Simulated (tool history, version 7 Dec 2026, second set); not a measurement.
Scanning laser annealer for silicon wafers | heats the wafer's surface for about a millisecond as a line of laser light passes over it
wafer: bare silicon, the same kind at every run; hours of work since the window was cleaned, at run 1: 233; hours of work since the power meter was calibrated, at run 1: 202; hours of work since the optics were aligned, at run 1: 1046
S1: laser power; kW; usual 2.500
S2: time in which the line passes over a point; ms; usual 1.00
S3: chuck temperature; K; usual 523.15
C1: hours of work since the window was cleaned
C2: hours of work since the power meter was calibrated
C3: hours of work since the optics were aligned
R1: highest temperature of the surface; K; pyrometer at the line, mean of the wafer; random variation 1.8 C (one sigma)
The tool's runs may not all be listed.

run 1 hour=0.0 | S1=2.500 S2=1.00 S3=523.15 | C1=233 C2=202 C3=1046 | R1=1238.15
run 2 hour=6.3 | S1=2.500 S2=1.00 S3=523.15 | C1=237 C2=206 C3=1050 | R1=1236.15
run 3 hour=12.8 | S1=2.500 S2=1.00 S3=523.15 | C1=241 C2=210 C3=1054 | R1=1235.15
run 4 hour=21.2 | S1=2.500 S2=1.00 S3=523.15 | C1=246 C2=215 C3=1060 | R1=1236.15
run 5 hour=25.7 | S1=2.500 S2=1.00 S3=523.15 | C1=249 C2=218 C3=1062 | R1=1239.15
run 6 hour=32.1 | S1=2.500 S2=1.00 S3=523.15 | C1=253 C2=222 C3=1066 | R1=1232.15
run 7 hour=39.7 | S1=2.500 S2=1.00 S3=487.15 | C1=257 C2=227 C3=1071 | R1=1196.15
run 8 hour=43.9 | S1=2.518 S2=1.00 S3=487.15 | C1=260 C2=229 C3=1074 | R1=1204.15
run 9 hour=53.0 | S1=2.518 S2=1.00 S3=487.15 | C1=265 C2=235 C3=1079 | R1=1208.15
run 10 hour=57.1 | S1=2.500 S2=1.00 S3=523.15 | C1=268 C2=237 C3=1082 | R1=1235.15
run 11 hour=62.7 | S1=2.500 S2=1.00 S3=523.15 | C1=271 C2=241 C3=1085 | R1=1234.15
run 12 hour=68.4 | S1=2.500 S2=1.00 S3=523.15 | C1=275 C2=244 C3=1089 | R1=1233.15
run 13 hour=74.5 | S1=2.500 S2=1.00 S3=523.15 | C1=279 C2=248 C3=1092 | R1=1234.15
run 14 hour=81.9 | S1=2.500 S2=1.00 S3=523.15 | C1=283 C2=253 C3=1097 | R1=1236.15
run 15 hour=86.7 | S1=2.500 S2=1.00 S3=523.15 | C1=286 C2=256 C3=1100 | R1=1240.15
run 16 hour=91.4 | S1=2.180 S2=1.00 S3=523.15 | C1=289 C2=259 C3=1103 | R1=1128.15
run 17 hour=98.0 | S1=2.500 S2=1.00 S3=523.15 | C1=293 C2=263 C3=1107 | R1=1235.15
run 18 hour=103.1 | S1=2.500 S2=1.00 S3=523.15 | C1=296 C2=266 C3=1110 | R1=1234.15
run 19 hour=107.4 | S1=2.500 S2=1.00 S3=523.15 | C1=299 C2=269 C3=1113 | R1=1235.15
run 20 hour=111.2 | S1=2.500 S2=1.00 S3=523.15 | C1=301 C2=271 C3=1115 | R1=1237.15
run 21 hour=117.4 | S1=2.500 S2=0.77 S3=496.15 | C1=305 C2=275 C3=1119 | R1=1118.15
run 22 hour=122.2 | S1=2.500 S2=1.00 S3=526.15 | C1=308 C2=278 C3=1122 | R1=1238.15
run 23 hour=126.7 | S1=2.329 S2=1.00 S3=517.15 | C1=311 C2=280 C3=1125 | R1=1171.15
run 24 hour=134.8 | S1=2.329 S2=1.00 S3=517.15 | C1=316 C2=286 C3=1130 | R1=1172.15
run 25 hour=143.2 | S1=2.500 S2=0.91 S3=523.15 | C1=321 C2=291 C3=1135 | R1=1201.15
run 26 hour=149.4 | S1=2.326 S2=1.00 S3=523.15 | C1=325 C2=295 C3=1139 | R1=1175.15
run 27 hour=156.5 | S1=2.326 S2=1.00 S3=523.15 | C1=329 C2=299 C3=1143 | R1=1179.15
run 28 hour=164.5 | S1=2.326 S2=1.00 S3=523.15 | C1=334 C2=304 C3=1148 | R1=1175.15
run 29 hour=172.1 | S1=2.326 S2=0.94 S3=505.15 | C1=339 C2=309 C3=1153 | R1=1141.15
run 30 hour=176.4 | S1=2.221 S2=0.94 S3=505.15 | C1=342 C2=311 C3=1155 | R1=1104.15
run 31 hour=182.4 | S1=2.221 S2=0.94 S3=505.15 | C1=345 C2=315 C3=1159 | R1=1107.15
run 32 hour=189.1 | S1=2.188 S2=1.17 S3=505.15 | C1=350 C2=319 C3=1163 | R1=1163.15
run 33 hour=193.5 | S1=2.439 S2=0.81 S3=491.15 | C1=352 C2=322 C3=1166 | R1=1108.15
run 34 hour=202.1 | S1=2.439 S2=0.85 S3=508.15 | C1=358 C2=327 C3=1171 | R1=1143.15
run 35 hour=211.1 | S1=2.500 S2=1.23 S3=523.15 | C1=363 C2=333 C3=1177 | R1=1318.15
run 36 hour=217.7 | S1=2.500 S2=1.23 S3=523.15 | C1=367 C2=337 C3=1181 | R1=1318.15
run 37 hour=225.2 | S1=2.500 S2=1.23 S3=485.15 | C1=372 C2=341 C3=1186 | R1=1278.15
run 38 hour=229.5 | S1=2.178 S2=1.00 S3=531.15 | C1=375 C2=344 C3=1188 | R1=1136.15
run 39 hour=236.0 | S1=2.312 S2=1.00 S3=528.15 | C1=379 C2=348 C3=1192 | R1=1178.15
run 40 hour=239.7 | S1=2.312 S2=1.00 S3=528.15 | C1=381 C2=350 C3=1195 | R1=1177.15

Forecast each of these 4 alternatives for the next run:
run A hour=243.7 | S1=2.566 S2=0.90 S3=488.15 | C1=383 C2=353 C3=1197 | R1=?
run B hour=243.7 | S1=2.201 S2=1.00 S3=502.15 | C1=383 C2=353 C3=1197 | R1=?
run C hour=243.7 | S1=2.281 S2=1.21 S3=523.15 | C1=383 C2=353 C3=1197 | R1=?
run D hour=243.7 | S1=2.628 S2=1.01 S3=547.15 | C1=383 C2=353 C3=1197 | R1=?

run=A R1=1183.15
run=B R1=1111.15
run=C R1=1228.15
run=D R1=1306.15
Without the tool's hidden state the same runs would have given:
run=A R1=1185.15
run=B R1=1113.15
run=C R1=1229.15
run=D R1=1307.15
